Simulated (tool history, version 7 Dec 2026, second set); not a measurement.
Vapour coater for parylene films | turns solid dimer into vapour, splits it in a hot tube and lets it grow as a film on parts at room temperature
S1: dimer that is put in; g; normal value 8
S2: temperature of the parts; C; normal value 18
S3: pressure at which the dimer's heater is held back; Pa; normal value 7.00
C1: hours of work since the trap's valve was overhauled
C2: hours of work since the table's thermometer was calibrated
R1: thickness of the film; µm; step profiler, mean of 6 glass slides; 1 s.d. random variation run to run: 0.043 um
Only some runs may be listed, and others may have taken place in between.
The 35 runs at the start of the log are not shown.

run 36 hour=551.9 | S1=9 S2=23 S3=7.00 | C1=330 C2=726 | R1=4.70
run 37 hour=563.5 | S1=6 S2=18 S3=7.00 | C1=337 C2=733 | R1=3.48
run 38 hour=574.0 | S1=9 S2=11 S3=7.00 | C1=343 C2=739 | R1=5.92
run 39 hour=595.1 | S1=6 S2=16 S3=3.31 | C1=356 C2=753 | R1=4.01
run 40 hour=604.7 | S1=8 S2=15 S3=2.57 | C1=362 C2=758 | R1=5.67
run 41 hour=616.4 | S1=8 S2=15 S3=2.57 | C1=369 C2=766 | R1=5.65
run 42 hour=637.2 | S1=8 S2=15 S3=2.57 | C1=382 C2=778 | R1=5.58
run 43 hour=651.1 | S1=10 S2=15 S3=2.57 | C1=391 C2=787 | R1=7.11
run 44 hour=667.2 | S1=5 S2=18 S3=8.30 | C1=401 C2=797 | R1=2.78
-- hour=690.1 trap's valve overhauled
run 45 hour=691.7 | S1=9 S2=17 S3=4.47 | C1=1 C2=809 | R1=5.92
run 46 hour=712.7 | S1=5 S2=10 S3=7.00 | C1=14 C2=822 | R1=3.52
run 47 hour=725.6 | S1=8 S2=29 S3=5.02 | C1=22 C2=830 | R1=4.15

Here are 3 independent what-if runs from the current tool condition. What would each one return?
run A hour=736.0 | S1=4 S2=29 S3=5.02 | C1=28 C2=837 | R1=?
run B hour=736.0 | S1=8 S2=18 S3=3.61 | C1=28 C2=837 | R1=?
run C hour=736.0 | S1=6 S2=23 S3=7.67 | C1=28 C2=837 | R1=?

run=A R1=2.03
run=B R1=5.24
run=C R1=3.19
What these runs would have given with no unlogged condition in the tool:
run=A R1=2.07
run=B R1=5.34
run=C R1=3.25
